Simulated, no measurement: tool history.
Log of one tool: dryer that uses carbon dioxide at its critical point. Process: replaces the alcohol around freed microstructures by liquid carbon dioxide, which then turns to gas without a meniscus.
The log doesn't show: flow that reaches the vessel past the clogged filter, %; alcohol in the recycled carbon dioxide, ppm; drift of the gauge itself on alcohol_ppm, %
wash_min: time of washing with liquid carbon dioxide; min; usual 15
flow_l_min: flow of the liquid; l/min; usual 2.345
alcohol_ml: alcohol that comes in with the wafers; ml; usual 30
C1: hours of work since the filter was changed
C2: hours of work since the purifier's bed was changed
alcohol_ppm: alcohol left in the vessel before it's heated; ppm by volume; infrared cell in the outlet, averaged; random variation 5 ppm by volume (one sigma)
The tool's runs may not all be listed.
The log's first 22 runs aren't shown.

{"run": 23, "day": 12.075, "wash_min": 9, "flow_l_min": 2.345, "alcohol_ml": 30, "C1": 106, "C2": 313, "alcohol_ppm": 224}
{"run": 24, "day": 12.892, "wash_min": 24, "flow_l_min": 1.54, "alcohol_ml": 30, "C1": 114, "C2": 320, "alcohol_ppm": 52}
{"run": 25, "day": 13.671, "wash_min": 24, "flow_l_min": 1.54, "alcohol_ml": 30, "C1": 120, "C2": 327, "alcohol_ppm": 54}
{"run": 26, "day": 14.483, "wash_min": 20, "flow_l_min": 1.49, "alcohol_ml": 38, "C1": 128, "C2": 334, "alcohol_ppm": 103}
{"run": 27, "day": 14.962, "wash_min": 17, "flow_l_min": 1.49, "alcohol_ml": 39, "C1": 132, "C2": 338, "alcohol_ppm": 174}
{"run": 28, "day": 15.358, "wash_min": 17, "flow_l_min": 1.49, "alcohol_ml": 39, "C1": 135, "C2": 342, "alcohol_ppm": 176}
{"run": 29, "day": 15.796, "wash_min": 17, "flow_l_min": 1.49, "alcohol_ml": 39, "C1": 139, "C2": 346, "alcohol_ppm": 168}
{"run": 30, "day": 16.471, "wash_min": 15, "flow_l_min": 1.85, "alcohol_ml": 30, "C1": 145, "C2": 352, "alcohol_ppm": 111}
{"run": 31, "day": 17.212, "wash_min": 15, "flow_l_min": 1.85, "alcohol_ml": 30, "C1": 152, "C2": 358, "alcohol_ppm": 104}
{"run": 32, "day": 17.771, "wash_min": 15, "flow_l_min": 3.18, "alcohol_ml": 86, "C1": 157, "C2": 363, "alcohol_ppm": 59}
{"run": 33, "day": 18.229, "wash_min": 15, "flow_l_min": 3.18, "alcohol_ml": 86, "C1": 161, "C2": 367, "alcohol_ppm": 59}
{"run": 34, "day": 18.875, "wash_min": 16, "flow_l_min": 3.71, "alcohol_ml": 22, "C1": 166, "C2": 373, "alcohol_ppm": 50}
{"run": 35, "day": 19.312, "wash_min": 16, "flow_l_min": 3.71, "alcohol_ml": 22, "C1": 170, "C2": 377, "alcohol_ppm": 39}
{"run": 36, "day": 19.867, "wash_min": 9, "flow_l_min": 2.345, "alcohol_ml": 79, "C1": 175, "C2": 382, "alcohol_ppm": 553}
{"run": 37, "day": 20.704, "wash_min": 15, "flow_l_min": 1.7, "alcohol_ml": 30, "C1": 182, "C2": 389, "alcohol_ppm": 147}
{"run": 38, "day": 21.204, "wash_min": 15, "flow_l_min": 2.345, "alcohol_ml": 62, "C1": 187, "C2": 393, "alcohol_ppm": 84}
{"run": 39, "day": 21.842, "wash_min": 21, "flow_l_min": 3.77, "alcohol_ml": 62, "C1": 192, "C2": 399, "alcohol_ppm": 43}
{"run": 40, "day": 22.296, "wash_min": 21, "flow_l_min": 3.77, "alcohol_ml": 62, "C1": 196, "C2": 403, "alcohol_ppm": 46}
{"run": 41, "day": 22.971, "wash_min": 21, "flow_l_min": 3.77, "alcohol_ml": 49, "C1": 202, "C2": 409, "alcohol_ppm": 57}
{"run": 42, "day": 23.792, "wash_min": 15, "flow_l_min": 1.62, "alcohol_ml": 46, "C1": 210, "C2": 416, "alcohol_ppm": 234}
{"run": 43, "day": 24.15, "wash_min": 15, "flow_l_min": 1.62, "alcohol_ml": 46, "C1": 213, "C2": 419, "alcohol_ppm": 242}
{"run": 44, "day": 24.492, "wash_min": 15, "flow_l_min": 2.49, "alcohol_ml": 27, "C1": 216, "C2": 422, "alcohol_ppm": 60}
{"run": 45, "day": 25.208, "wash_min": 17, "flow_l_min": 1.89, "alcohol_ml": 27, "C1": 222, "C2": 429, "alcohol_ppm": 68}
{"run": 46, "day": 25.933, "wash_min": 17, "flow_l_min": 1.89, "alcohol_ml": 27, "C1": 228, "C2": 435, "alcohol_ppm": 79}

4 ways to go on from here, each from the tool as it stands after run 46. What would each give?
{"run": "A", "day": 26.662, "wash_min": 15, "flow_l_min": 2.345, "alcohol_ml": 96, "C1": 235, "C2": 441, "alcohol_ppm": "?"}
{"run": "B", "day": 26.662, "wash_min": 24, "flow_l_min": 1.89, "alcohol_ml": 32, "C1": 235, "C2": 441, "alcohol_ppm": "?"}
{"run": "C", "day": 26.662, "wash_min": 17, "flow_l_min": 1.66, "alcohol_ml": 35, "C1": 235, "C2": 441, "alcohol_ppm": "?"}
{"run": "D", "day": 26.662, "wash_min": 10, "flow_l_min": 3.43, "alcohol_ml": 64, "C1": 235, "C2": 441, "alcohol_ppm": "?"}

run=A alcohol_ppm=116
run=B alcohol_ppm=48
run=C alcohol_ppm=129
run=D alcohol_ppm=106
Without the tool's hidden state the same runs would have given:
run=A alcohol_ppm=55
run=B alcohol_ppm=0
run=C alcohol_ppm=69
run=D alcohol_ppm=50
